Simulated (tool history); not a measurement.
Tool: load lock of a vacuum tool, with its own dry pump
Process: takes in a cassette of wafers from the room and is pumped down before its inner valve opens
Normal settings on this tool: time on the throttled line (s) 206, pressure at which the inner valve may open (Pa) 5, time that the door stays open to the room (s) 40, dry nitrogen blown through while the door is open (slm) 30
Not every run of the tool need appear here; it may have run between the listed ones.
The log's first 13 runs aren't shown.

run,hour,time on the throttled line (s),pressure at which the inner valve may open (Pa),time that the door stays open to the room (s),dry nitrogen blown through while the door is open (slm),hours that the pump has run since its overhaul,times that the door has closed on its seal,"incoming humidity of the room's air, %",time from the closed door until the inner valve may open (s),rise of the pressure with all valves shut (Pa/min)
14,1369.9,206,5,40,30,5625,8224,45.6,297.2,0.086
15,1497,206,5,40,30,5752,8781,41.8,299,0.093
16,1643.8,243,5,40,30,5899,9425,40.9,330.5,0.093
17,1768.3,206,5,40,30,6023,9971,46.4,299,0.101
18,1861.9,206,5,40,30,6117,10381,43.9,296.8,0.11
19,2014.7,206,5,40,30,6269,11051,46.4,297.9,0.112
20,2153,113,8,40,30,6408,11657,47,208.2,0.122
21,2259.8,113,5,45,30,6515,12125,45.8,214.7,0.135
22,2347.1,113,5,45,30,6602,12508,47.3,214.1,0.138
23,2479,113,5,45,30,6734,13086,48.9,215.4,0.148
24,2555.3,127,5,40,11,6810,13420,42.8,227.3,0.162
25,2690.4,127,5,40,8,6945,14013,43.3,227,0.171
26,2784.5,127,5,40,8,7039,14425,44.9,227.3,0.181
27,2903.6,206,8,119,30,7158,14947,44.1,293.1,0.179
28,3033.3,257,8,74,30,7288,15516,44.5,339.6,0.188
29,3164,229,6,40,6,7419,16089,42.1,316.9,0.212
30,3293.1,206,6,224,30,7548,16655,45.2,295,0.214
31,3381.1,116,5,50,30,7636,17041,46.2,217.9,0.209
32,3506.4,116,5,50,30,7761,17590,48.1,218.5,0.228
33,3627.2,116,5,50,30,7882,18120,45.9,216.5,0.235
34,3741.3,134,9,119,38,7996,18620,44.7,227.7,0.241
35,3811.8,124,5,40,30,8067,18929,39.5,224.4,0.239
36,3938.3,124,5,40,30,8193,19483,45.8,225.6,0.259

Consider 3 possible next runs. They are alternatives, not a sequence: every one starts from the tool as it was left by run 36. What does each give?
A,4084.7,286,5,175,5,8340,20125,43.5,?,?
B,4084.7,124,5,40,30,8340,20125,45.2,?,?
C,4084.7,315,5,40,30,8340,20125,43.7,?,?

run,time from the closed door until the inner valve may open (s),rise of the pressure with all valves shut (Pa/min)
A,371.5,0.303
B,226,0.267
C,397.5,0.258
With no hidden state in the tool, these same runs would have given:
run,time from the closed door until the inner valve may open (s),rise of the pressure with all valves shut (Pa/min)
A,363.6,0.05
B,216.8,0.012
C,390.1,0.005
